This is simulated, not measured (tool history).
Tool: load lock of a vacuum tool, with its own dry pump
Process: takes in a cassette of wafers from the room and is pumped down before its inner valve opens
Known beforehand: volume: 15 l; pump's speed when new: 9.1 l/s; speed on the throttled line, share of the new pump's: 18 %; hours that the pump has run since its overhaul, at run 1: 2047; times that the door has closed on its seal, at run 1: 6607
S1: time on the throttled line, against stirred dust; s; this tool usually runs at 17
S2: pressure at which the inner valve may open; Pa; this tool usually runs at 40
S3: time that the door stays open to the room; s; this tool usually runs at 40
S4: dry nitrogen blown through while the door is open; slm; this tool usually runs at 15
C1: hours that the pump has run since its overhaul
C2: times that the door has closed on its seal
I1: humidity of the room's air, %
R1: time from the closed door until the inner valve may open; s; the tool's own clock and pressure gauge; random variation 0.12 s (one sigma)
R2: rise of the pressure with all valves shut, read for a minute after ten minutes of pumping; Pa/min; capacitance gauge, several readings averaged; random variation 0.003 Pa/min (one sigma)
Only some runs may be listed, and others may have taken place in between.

run 1 day=0.000 | S1=17 S2=40 S3=40 S4=15 | C1=2047 C2=6607 | I1=45.8 | R1=27.1 R2=0.070
run 2 day=1.742 | S1=17 S2=40 S3=40 S4=15 | C1=2089 C2=6751 | I1=47.5 | R1=27.3 R2=0.073
run 3 day=4.392 | S1=17 S2=65 S3=40 S4=15 | C1=2152 C2=6970 | I1=45.1 | R1=26.6 R2=0.068
run 4 day=5.979 | S1=14 S2=65 S3=40 S4=15 | C1=2191 C2=7101 | I1=44.6 | R1=23.7 R2=0.072
run 5 day=7.800 | S1=17 S2=40 S3=40 S4=5 | C1=2234 C2=7251 | I1=48.7 | R1=27.3 R2=0.088
run 6 day=11.346 | S1=17 S2=40 S3=40 S4=5 | C1=2319 C2=7543 | I1=44.5 | R1=27.4 R2=0.085
run 7 day=13.112 | S1=17 S2=40 S3=40 S4=5 | C1=2362 C2=7688 | I1=45.7 | R1=27.3 R2=0.084
run 8 day=16.608 | S1=17 S2=40 S3=40 S4=15 | C1=2446 C2=7977 | I1=46.7 | R1=27.3 R2=0.082
run 9 day=18.471 | S1=17 S2=40 S3=40 S4=15 | C1=2490 C2=8130 | I1=47.0 | R1=27.6 R2=0.079
run 10 day=21.604 | S1=17 S2=40 S3=40 S4=15 | C1=2566 C2=8389 | I1=42.4 | R1=27.3 R2=0.081
run 11 day=24.942 | S1=17 S2=40 S3=40 S4=15 | C1=2646 C2=8664 | I1=42.9 | R1=27.2 R2=0.086
run 12 day=28.700 | S1=17 S2=40 S3=40 S4=15 | C1=2736 C2=8974 | I1=46.3 | R1=27.4 R2=0.088
run 13 day=30.700 | S1=17 S2=60 S3=40 S4=15 | C1=2784 C2=9139 | I1=47.1 | R1=26.7 R2=0.086
run 14 day=33.483 | S1=17 S2=60 S3=40 S4=15 | C1=2851 C2=9368 | I1=43.9 | R1=26.5 R2=0.086
run 15 day=36.158 | S1=17 S2=60 S3=40 S4=15 | C1=2915 C2=9589 | I1=45.4 | R1=26.8 R2=0.093
run 16 day=38.133 | S1=17 S2=60 S3=40 S4=15 | C1=2962 C2=9752 | I1=47.9 | R1=26.8 R2=0.095
run 17 day=40.088 | S1=12 S2=40 S3=40 S4=24 | C1=3009 C2=9913 | I1=43.5 | R1=23.2 R2=0.088
run 18 day=41.783 | S1=12 S2=40 S3=40 S4=24 | C1=3050 C2=10053 | I1=41.6 | R1=23.4 R2=0.092
run 19 day=44.650 | S1=12 S2=73 S3=40 S4=24 | C1=3119 C2=10289 | I1=43.1 | R1=22.5 R2=0.083
run 20 day=46.533 | S1=12 S2=73 S3=40 S4=24 | C1=3164 C2=10444 | I1=46.1 | R1=22.0 R2=0.092
run 21 day=49.171 | S1=32 S2=49 S3=90 S4=24 | C1=3227 C2=10662 | I1=40.5 | R1=39.2 R2=0.101
run 22 day=52.229 | S1=10 S2=78 S3=40 S4=16 | C1=3301 C2=10914 | I1=46.4 | R1=20.7 R2=0.096
run 23 day=53.858 | S1=17 S2=40 S3=147 S4=8 | C1=3340 C2=11048 | I1=41.6 | R1=27.4 R2=0.146
run 24 day=56.958 | S1=17 S2=40 S3=147 S4=8 | C1=3414 C2=11304 | I1=44.4 | R1=27.3 R2=0.157
run 25 day=60.542 | S1=17 S2=48 S3=40 S4=14 | C1=3500 C2=11599 | I1=46.5 | R1=27.2 R2=0.110
run 26 day=63.162 | S1=28 S2=48 S3=102 S4=14 | C1=3563 C2=11815 | I1=44.7 | R1=36.2 R2=0.133
run 27 day=65.933 | S1=22 S2=48 S3=102 S4=14 | C1=3629 C2=12044 | I1=48.7 | R1=31.1 R2=0.136
run 28 day=69.325 | S1=10 S2=48 S3=45 S4=26 | C1=3711 C2=12324 | I1=40.8 | R1=21.2 R2=0.102
run 29 day=71.058 | S1=10 S2=40 S3=151 S4=15 | C1=3753 C2=12467 | I1=43.5 | R1=21.6 R2=0.145
run 30 day=72.642 | S1=10 S2=40 S3=151 S4=15 | C1=3790 C2=12597 | I1=41.9 | R1=21.7 R2=0.148
run 31 day=75.433 | S1=22 S2=46 S3=40 S4=15 | C1=3857 C2=12827 | I1=45.9 | R1=31.2 R2=0.112
run 32 day=77.162 | S1=22 S2=46 S3=40 S4=15 | C1=3899 C2=12970 | I1=44.4 | R1=31.4 R2=0.123

What if the next run were any one of these 4? Each begins from the tool's condition after run 32:
run A day=79.225 | S1=17 S2=40 S3=40 S4=20 | C1=3948 C2=13140 | I1=48.3 | R1=? R2=?
run B day=79.225 | S1=22 S2=46 S3=198 S4=44 | C1=3948 C2=13140 | I1=45.2 | R1=? R2=?
run C day=79.225 | S1=17 S2=69 S3=30 S4=15 | C1=3948 C2=13140 | I1=44.0 | R1=? R2=?
run D day=79.225 | S1=22 S2=46 S3=72 S4=13 | C1=3948 C2=13140 | I1=47.4 | R1=? R2=?

run=A R1=27.5 R2=0.123
run=B R1=31.6 R2=0.132
run=C R1=26.6 R2=0.120
run=D R1=31.3 R2=0.140
Had the tool no hidden state, the same runs would have come out as:
run=A R1=26.9 R2=0.037
run=B R1=31.1 R2=0.048
run=C R1=26.1 R2=0.035
run=D R1=30.8 R2=0.056
